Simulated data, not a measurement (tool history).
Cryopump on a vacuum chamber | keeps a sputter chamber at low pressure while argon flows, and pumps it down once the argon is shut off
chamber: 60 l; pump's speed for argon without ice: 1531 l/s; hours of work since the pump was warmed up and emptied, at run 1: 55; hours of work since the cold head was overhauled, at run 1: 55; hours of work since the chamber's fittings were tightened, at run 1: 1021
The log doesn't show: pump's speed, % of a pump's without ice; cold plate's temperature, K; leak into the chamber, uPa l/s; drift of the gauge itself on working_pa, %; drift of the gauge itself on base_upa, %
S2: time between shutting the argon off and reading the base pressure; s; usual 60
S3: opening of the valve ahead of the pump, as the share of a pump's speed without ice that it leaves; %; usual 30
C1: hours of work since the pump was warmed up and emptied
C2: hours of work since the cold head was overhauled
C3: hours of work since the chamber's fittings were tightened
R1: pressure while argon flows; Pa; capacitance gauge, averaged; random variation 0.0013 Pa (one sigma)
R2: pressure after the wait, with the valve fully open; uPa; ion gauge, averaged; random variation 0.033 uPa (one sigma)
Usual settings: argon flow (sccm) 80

run 1 hour=0 | argon_flow_(sccm)=80 S2=60 S3=30 | C1=55 C2=55 C3=1021 | R1=0.2968 R2=1.97
run 2 hour=27 | argon_flow_(sccm)=80 S2=60 S3=30 | C1=70 C2=70 C3=1035 | R1=0.2959 R2=2
run 3 hour=47.9 | argon_flow_(sccm)=80 S2=60 S3=22 | C1=81 C2=81 C3=1047 | R1=0.4014 R2=1.98
run 4 hour=62.1 | argon_flow_(sccm)=80 S2=52 S3=30 | C1=89 C2=89 C3=1055 | R1=0.2964 R2=2.21
run 5 hour=74.4 | argon_flow_(sccm)=80 S2=50 S3=30 | C1=96 C2=96 C3=1061 | R1=0.2974 R2=2.36
run 6 hour=99.9 | argon_flow_(sccm)=138 S2=60 S3=30 | C1=110 C2=110 C3=1076 | R1=0.5125 R2=2.03
run 7 hour=114.8 | argon_flow_(sccm)=136 S2=60 S3=30 | C1=118 C2=118 C3=1084 | R1=0.502 R2=2
run 8 hour=140.5 | argon_flow_(sccm)=136 S2=60 S3=30 | C1=132 C2=132 C3=1098 | R1=0.5101 R2=2.02
run 9 hour=153.5 | argon_flow_(sccm)=47 S2=60 S3=30 | C1=139 C2=139 C3=1105 | R1=0.1742 R2=2.1
run 10 hour=178.1 | argon_flow_(sccm)=47 S2=60 S3=30 | C1=153 C2=153 C3=1119 | R1=0.175 R2=1.98
run 11 hour=189.6 | argon_flow_(sccm)=47 S2=60 S3=30 | C1=159 C2=159 C3=1125 | R1=0.1747 R2=2.03
run 12 hour=215.4 | argon_flow_(sccm)=80 S2=60 S3=30 | C1=173 C2=173 C3=1139 | R1=0.2967 R2=2.05
run 13 hour=241.2 | argon_flow_(sccm)=80 S2=162 S3=30 | C1=187 C2=187 C3=1153 | R1=0.296 R2=1
run 14 hour=267.5 | argon_flow_(sccm)=80 S2=162 S3=30 | C1=202 C2=202 C3=1168 | R1=0.2972 R2=1.07
run 15 hour=293.8 | argon_flow_(sccm)=80 S2=60 S3=30 | C1=216 C2=216 C3=1182 | R1=0.2975 R2=2.06
run 16 hour=317.8 | argon_flow_(sccm)=80 S2=60 S3=21 | C1=230 C2=230 C3=1195 | R1=0.4251 R2=2.07
run 17 hour=343.5 | argon_flow_(sccm)=80 S2=60 S3=30 | C1=244 C2=244 C3=1210 | R1=0.2956 R2=2.01
run 18 hour=364.3 | argon_flow_(sccm)=80 S2=60 S3=30 | C1=255 C2=255 C3=1221 | R1=0.2987 R2=2.14
run 19 hour=380.5 | argon_flow_(sccm)=80 S2=60 S3=30 | C1=264 C2=264 C3=1230 | R1=0.2976 R2=2.04
run 20 hour=405.3 | argon_flow_(sccm)=132 S2=83 S3=30 | C1=278 C2=278 C3=1244 | R1=0.4924 R2=1.58
run 21 hour=429 | argon_flow_(sccm)=132 S2=83 S3=30 | C1=291 C2=291 C3=1257 | R1=0.494 R2=1.65
run 22 hour=444.2 | argon_flow_(sccm)=80 S2=186 S3=16 | C1=299 C2=299 C3=1265 | R1=0.553 R2=1.02
run 23 hour=470.4 | argon_flow_(sccm)=157 S2=56 S3=16 | C1=314 C2=314 C3=1279 | R1=1.0933 R2=2.21
run 24 hour=481.8 | argon_flow_(sccm)=120 S2=60 S3=33 | C1=320 C2=320 C3=1286 | R1=0.408 R2=2.09
run 25 hour=497.7 | argon_flow_(sccm)=120 S2=60 S3=33 | C1=329 C2=329 C3=1294 | R1=0.4078 R2=2
run 26 hour=519.9 | argon_flow_(sccm)=120 S2=262 S3=37 | C1=341 C2=341 C3=1307 | R1=0.3661 R2=0.9
run 27 hour=547.1 | argon_flow_(sccm)=155 S2=101 S3=23 | C1=356 C2=356 C3=1322 | R1=0.7538 R2=1.44
run 28 hour=564.5 | argon_flow_(sccm)=155 S2=101 S3=23 | C1=365 C2=365 C3=1331 | R1=0.755 R2=1.45
run 29 hour=589.5 | argon_flow_(sccm)=80 S2=23 S3=43 | C1=379 C2=379 C3=1345 | R1=0.2115 R2=4.54
run 30 hour=612.3 | argon_flow_(sccm)=80 S2=23 S3=43 | C1=392 C2=392 C3=1357 | R1=0.2082 R2=4.54
run 31 hour=632.3 | argon_flow_(sccm)=35 S2=295 S3=15 | C1=403 C2=403 C3=1368 | R1=0.2599 R2=0.9
run 32 hour=652.1 | argon_flow_(sccm)=35 S2=295 S3=15 | C1=413 C2=413 C3=1379 | R1=0.262 R2=0.88
run 33 hour=674.3 | argon_flow_(sccm)=35 S2=295 S3=15 | C1=426 C2=426 C3=1392 | R1=0.2608 R2=0.87
run 34 hour=693.8 | argon_flow_(sccm)=48 S2=29 S3=30 | C1=436 C2=436 C3=1402 | R1=0.1806 R2=3.72

Some steps in R1 between neighbouring runs. How much of each would the tool show without its hidden state too (settings, what came in, random variation), and how much is left for the hidden state, with any gauge scatter that isn't in both results?
Run 22 -> 23: argon flow (sccm) 80 -> 157, S2 186 -> 56. R1 +0.5403 Pa: hidden state +0.0042, all else +0.5361.
Run 23 -> 24: argon flow (sccm) 157 -> 120, S2 56 -> 60, S3 16 -> 33. R1 -0.6853 Pa: hidden state -0.0018, all else -0.6835.
Run 28 -> 29: argon flow (sccm) 155 -> 80, S2 101 -> 23, S3 23 -> 43. R1 -0.5435 Pa: hidden state -0.0043, all else -0.5392.
Run 30 -> 31: argon flow (sccm) 80 -> 35, S2 23 -> 295, S3 43 -> 15. R1 +0.0517 Pa: hidden state -0.0027, all else +0.0544.
